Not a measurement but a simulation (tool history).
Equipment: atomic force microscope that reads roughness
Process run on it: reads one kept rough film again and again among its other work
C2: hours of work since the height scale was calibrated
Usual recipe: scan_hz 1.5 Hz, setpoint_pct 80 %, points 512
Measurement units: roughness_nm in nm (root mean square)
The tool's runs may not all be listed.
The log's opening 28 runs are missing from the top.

{"run": 29, "hour": 1258.5, "scan_hz": 1.5, "setpoint_pct": 68, "points": 512, "pictures with this tip": 247, "C2": 240, "roughness_nm": 3.682}
{"hour": 1275.4, "done": "new tip fitted"}
{"hour": 1285.4, "done": "height scale calibrated on a step standard, once more"}
{"run": 30, "hour": 1309.2, "scan_hz": 1.5, "setpoint_pct": 68, "points": 633, "pictures with this tip": 36, "C2": 15, "roughness_nm": 4.225}
{"run": 31, "hour": 1375.3, "scan_hz": 3.86, "setpoint_pct": 59, "points": 1022, "pictures with this tip": 109, "C2": 56, "roughness_nm": 3.896}
{"run": 32, "hour": 1419.4, "scan_hz": 3.86, "setpoint_pct": 59, "points": 1022, "pictures with this tip": 158, "C2": 84, "roughness_nm": 3.707}
{"run": 33, "hour": 1454.9, "scan_hz": 3.86, "setpoint_pct": 76, "points": 257, "pictures with this tip": 197, "C2": 106, "roughness_nm": 3.073}
{"run": 34, "hour": 1484.7, "scan_hz": 0.6, "setpoint_pct": 80, "points": 512, "pictures with this tip": 230, "C2": 125, "roughness_nm": 3.655}
{"hour": 1515.1, "done": "new tip fitted"}
{"run": 35, "hour": 1543.0, "scan_hz": 0.6, "setpoint_pct": 80, "points": 512, "pictures with this tip": 31, "C2": 162, "roughness_nm": 4.34}
{"run": 36, "hour": 1585.0, "scan_hz": 0.6, "setpoint_pct": 80, "points": 512, "pictures with this tip": 77, "C2": 188, "roughness_nm": 4.151}
{"run": 37, "hour": 1638.8, "scan_hz": 0.54, "setpoint_pct": 61, "points": 499, "pictures with this tip": 136, "C2": 222, "roughness_nm": 4.076}
{"run": 38, "hour": 1667.2, "scan_hz": 2.37, "setpoint_pct": 80, "points": 838, "pictures with this tip": 168, "C2": 240, "roughness_nm": 3.312}
{"run": 39, "hour": 1704.2, "scan_hz": 0.5, "setpoint_pct": 80, "points": 292, "pictures with this tip": 209, "C2": 263, "roughness_nm": 3.674}
{"run": 40, "hour": 1743.0, "scan_hz": 1.03, "setpoint_pct": 56, "points": 344, "pictures with this tip": 251, "C2": 287, "roughness_nm": 3.627}
{"hour": 1755.2, "done": "new tip fitted"}
{"run": 41, "hour": 1794.3, "scan_hz": 1.03, "setpoint_pct": 56, "points": 344, "pictures with this tip": 43, "C2": 319, "roughness_nm": 4.377}
{"run": 42, "hour": 1859.6, "scan_hz": 1.03, "setpoint_pct": 60, "points": 344, "pictures with this tip": 115, "C2": 360, "roughness_nm": 4.092}
{"run": 43, "hour": 1910.5, "scan_hz": 1.03, "setpoint_pct": 60, "points": 344, "pictures with this tip": 172, "C2": 392, "roughness_nm": 3.846}
{"run": 44, "hour": 1945.6, "scan_hz": 1.03, "setpoint_pct": 60, "points": 344, "pictures with this tip": 210, "C2": 414, "roughness_nm": 3.732}
{"run": 45, "hour": 1991.4, "scan_hz": 1.03, "setpoint_pct": 60, "points": 344, "pictures with this tip": 261, "C2": 443, "roughness_nm": 3.579}
{"hour": 1995.5, "done": "new tip fitted"}
{"run": 46, "hour": 2044.1, "scan_hz": 1.03, "setpoint_pct": 67, "points": 629, "pictures with this tip": 54, "C2": 476, "roughness_nm": 4.22}
{"run": 47, "hour": 2081.9, "scan_hz": 2.17, "setpoint_pct": 80, "points": 512, "pictures with this tip": 95, "C2": 499, "roughness_nm": 3.584}
{"run": 48, "hour": 2113.3, "scan_hz": 2.13, "setpoint_pct": 80, "points": 678, "pictures with this tip": 130, "C2": 519, "roughness_nm": 3.497}
{"run": 49, "hour": 2178.4, "scan_hz": 1.5, "setpoint_pct": 71, "points": 746, "pictures with this tip": 202, "C2": 560, "roughness_nm": 3.588}
{"run": 50, "hour": 2218.0, "scan_hz": 1.48, "setpoint_pct": 60, "points": 470, "pictures with this tip": 245, "C2": 585, "roughness_nm": 3.587}
{"hour": 2237.2, "done": "new tip fitted"}
{"run": 51, "hour": 2281.0, "scan_hz": 1.57, "setpoint_pct": 80, "points": 512, "pictures with this tip": 48, "C2": 624, "roughness_nm": 3.996}
{"run": 52, "hour": 2343.3, "scan_hz": 1.57, "setpoint_pct": 80, "points": 512, "pictures with this tip": 117, "C2": 663, "roughness_nm": 3.749}

What if the next run were any one of these 4? Each begins from the tool's condition after run 52:
{"run": "A", "hour": 2387.8, "scan_hz": 1.5, "setpoint_pct": 80, "points": 385, "pictures with this tip": 166, "C2": 691, "roughness_nm": "?"}
{"run": "B", "hour": 2387.8, "scan_hz": 1.43, "setpoint_pct": 59, "points": 512, "pictures with this tip": 166, "C2": 691, "roughness_nm": "?"}
{"run": "C", "hour": 2387.8, "scan_hz": 2.22, "setpoint_pct": 62, "points": 512, "pictures with this tip": 166, "C2": 691, "roughness_nm": "?"}
{"run": "D", "hour": 2387.8, "scan_hz": 3.13, "setpoint_pct": 83, "points": 460, "pictures with this tip": 166, "C2": 691, "roughness_nm": "?"}

run=A roughness_nm=3.603
run=B roughness_nm=3.945
run=C roughness_nm=3.831
run=D roughness_nm=3.102
Take away the tool's hidden state, keep each run's random variation, and the runs would have read:
run=A roughness_nm=4.166
run=B roughness_nm=4.56
run=C roughness_nm=4.429
run=D roughness_nm=3.586
